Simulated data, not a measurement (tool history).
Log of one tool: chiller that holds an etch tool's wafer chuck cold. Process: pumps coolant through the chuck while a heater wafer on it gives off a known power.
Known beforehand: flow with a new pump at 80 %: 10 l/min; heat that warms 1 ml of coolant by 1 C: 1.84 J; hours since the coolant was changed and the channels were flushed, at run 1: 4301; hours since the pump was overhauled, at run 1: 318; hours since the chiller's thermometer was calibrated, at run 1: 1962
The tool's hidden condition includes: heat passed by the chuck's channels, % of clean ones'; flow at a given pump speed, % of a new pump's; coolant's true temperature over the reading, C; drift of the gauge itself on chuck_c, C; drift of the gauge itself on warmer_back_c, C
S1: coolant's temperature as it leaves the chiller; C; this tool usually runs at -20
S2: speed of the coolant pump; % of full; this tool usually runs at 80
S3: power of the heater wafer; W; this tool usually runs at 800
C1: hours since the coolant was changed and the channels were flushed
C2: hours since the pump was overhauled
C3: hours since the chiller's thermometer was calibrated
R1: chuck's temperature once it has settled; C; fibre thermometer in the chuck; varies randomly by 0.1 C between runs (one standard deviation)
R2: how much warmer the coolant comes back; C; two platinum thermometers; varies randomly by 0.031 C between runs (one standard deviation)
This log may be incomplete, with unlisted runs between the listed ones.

{"run": 1, "hour": 0.0, "S1": -20, "S2": 80, "S3": 800, "C1": 4301, "C2": 318, "C3": 1962, "R1": -13.8, "R2": 2.61}
{"run": 2, "hour": 32.7, "S1": -20, "S2": 80, "S3": 800, "C1": 4334, "C2": 350, "C3": 1995, "R1": -13.6, "R2": 2.57}
{"run": 3, "hour": 78.7, "S1": -20, "S2": 80, "S3": 800, "C1": 4380, "C2": 396, "C3": 2041, "R1": -13.6, "R2": 2.59}
{"run": 4, "hour": 98.4, "S1": -20, "S2": 80, "S3": 800, "C1": 4400, "C2": 416, "C3": 2060, "R1": -13.5, "R2": 2.57}
{"run": 5, "hour": 143.7, "S1": -15, "S2": 80, "S3": 800, "C1": 4445, "C2": 461, "C3": 2106, "R1": -8.6, "R2": 2.55}
{"run": 6, "hour": 172.5, "S1": -15, "S2": 80, "S3": 800, "C1": 4474, "C2": 490, "C3": 2134, "R1": -8.6, "R2": 2.6}
{"run": 7, "hour": 201.4, "S1": -20, "S2": 80, "S3": 800, "C1": 4503, "C2": 519, "C3": 2163, "R1": -13.7, "R2": 2.61}
{"run": 8, "hour": 237.6, "S1": -20, "S2": 80, "S3": 800, "C1": 4539, "C2": 555, "C3": 2200, "R1": -13.7, "R2": 2.61}
{"run": 9, "hour": 263.6, "S1": -20, "S2": 80, "S3": 800, "C1": 4565, "C2": 581, "C3": 2226, "R1": -13.7, "R2": 2.65}
{"run": 10, "hour": 285.7, "S1": -20, "S2": 80, "S3": 800, "C1": 4587, "C2": 603, "C3": 2248, "R1": -13.8, "R2": 2.61}
{"run": 11, "hour": 305.8, "S1": -20, "S2": 80, "S3": 800, "C1": 4607, "C2": 623, "C3": 2268, "R1": -13.6, "R2": 2.63}
{"run": 12, "hour": 324.9, "S1": -20, "S2": 65, "S3": 800, "C1": 4626, "C2": 643, "C3": 2287, "R1": -12.5, "R2": 3.23}
{"run": 13, "hour": 346.7, "S1": -20, "S2": 65, "S3": 800, "C1": 4648, "C2": 664, "C3": 2309, "R1": -12.5, "R2": 3.27}
{"run": 14, "hour": 378.3, "S1": -20, "S2": 80, "S3": 449, "C1": 4680, "C2": 696, "C3": 2340, "R1": -16.4, "R2": 1.48}
{"hour": 383.6, "done": "chiller's thermometer calibrated"}
{"run": 15, "hour": 417.2, "S1": -20, "S2": 80, "S3": 800, "C1": 4718, "C2": 734, "C3": 34, "R1": -13.7, "R2": 2.67}
{"run": 16, "hour": 443.9, "S1": -20, "S2": 80, "S3": 800, "C1": 4744, "C2": 761, "C3": 60, "R1": -13.8, "R2": 2.64}
{"hour": 456.3, "done": "chiller's thermometer calibrated, once more"}
{"run": 17, "hour": 475.0, "S1": -20, "S2": 80, "S3": 800, "C1": 4774, "C2": 791, "C3": 19, "R1": -13.4, "R2": 2.6}
{"run": 18, "hour": 506.0, "S1": -13, "S2": 96, "S3": 800, "C1": 4805, "C2": 822, "C3": 50, "R1": -7.3, "R2": 2.25}
{"run": 19, "hour": 534.0, "S1": -13, "S2": 96, "S3": 1168, "C1": 4833, "C2": 850, "C3": 78, "R1": -4.5, "R2": 3.21}
{"run": 20, "hour": 574.6, "S1": -20, "S2": 95, "S3": 457, "C1": 4874, "C2": 890, "C3": 118, "R1": -16.7, "R2": 1.21}
{"run": 21, "hour": 621.7, "S1": -20, "S2": 95, "S3": 457, "C1": 4921, "C2": 937, "C3": 165, "R1": -16.7, "R2": 1.26}
{"run": 22, "hour": 655.3, "S1": -30, "S2": 62, "S3": 563, "C1": 4955, "C2": 971, "C3": 199, "R1": -24.3, "R2": 2.35}
{"run": 23, "hour": 699.7, "S1": -30, "S2": 62, "S3": 563, "C1": 4999, "C2": 1015, "C3": 243, "R1": -24.5, "R2": 2.35}
{"run": 24, "hour": 742.7, "S1": -16, "S2": 67, "S3": 575, "C1": 5042, "C2": 1058, "C3": 286, "R1": -10.5, "R2": 2.27}
{"run": 25, "hour": 774.9, "S1": -20, "S2": 83, "S3": 497, "C1": 5074, "C2": 1091, "C3": 319, "R1": -16.1, "R2": 1.55}
{"run": 26, "hour": 798.0, "S1": -20, "S2": 83, "S3": 497, "C1": 5097, "C2": 1114, "C3": 342, "R1": -16.0, "R2": 1.57}
{"run": 27, "hour": 821.1, "S1": -27, "S2": 83, "S3": 497, "C1": 5120, "C2": 1137, "C3": 365, "R1": -22.9, "R2": 1.59}
{"run": 28, "hour": 849.8, "S1": -27, "S2": 83, "S3": 497, "C1": 5149, "C2": 1166, "C3": 394, "R1": -23.0, "R2": 1.56}
{"run": 29, "hour": 881.3, "S1": -11, "S2": 83, "S3": 497, "C1": 5181, "C2": 1197, "C3": 425, "R1": -7.2, "R2": 1.56}
{"run": 30, "hour": 919.4, "S1": -17, "S2": 80, "S3": 593, "C1": 5219, "C2": 1235, "C3": 463, "R1": -12.0, "R2": 1.96}
{"run": 31, "hour": 940.1, "S1": -17, "S2": 80, "S3": 593, "C1": 5239, "C2": 1256, "C3": 484, "R1": -12.0, "R2": 1.92}
{"run": 32, "hour": 971.9, "S1": -20, "S2": 80, "S3": 951, "C1": 5271, "C2": 1288, "C3": 516, "R1": -12.0, "R2": 3.08}
{"run": 33, "hour": 1008.7, "S1": -20, "S2": 80, "S3": 951, "C1": 5308, "C2": 1324, "C3": 552, "R1": -12.0, "R2": 3.21}

Forecast each of these 3 alternatives for the next run:
{"run": "A", "hour": 1050.9, "S1": -14, "S2": 80, "S3": 561, "C1": 5350, "C2": 1367, "C3": 595, "R1": "?", "R2": "?"}
{"run": "B", "hour": 1050.9, "S1": -20, "S2": 80, "S3": 745, "C1": 5350, "C2": 1367, "C3": 595, "R1": "?", "R2": "?"}
{"run": "C", "hour": 1050.9, "S1": -21, "S2": 81, "S3": 1067, "C1": 5350, "C2": 1367, "C3": 595, "R1": "?", "R2": "?"}

run=A R1=-9.2 R2=1.88
run=B R1=-13.9 R2=2.47
run=C R1=-12.1 R2=3.51
With the hidden condition removed and each run's random variation left untouched, the same runs would have given:
run=A R1=-9.8 R2=1.85
run=B R1=-14.7 R2=2.43
run=C R1=-13.3 R2=3.46
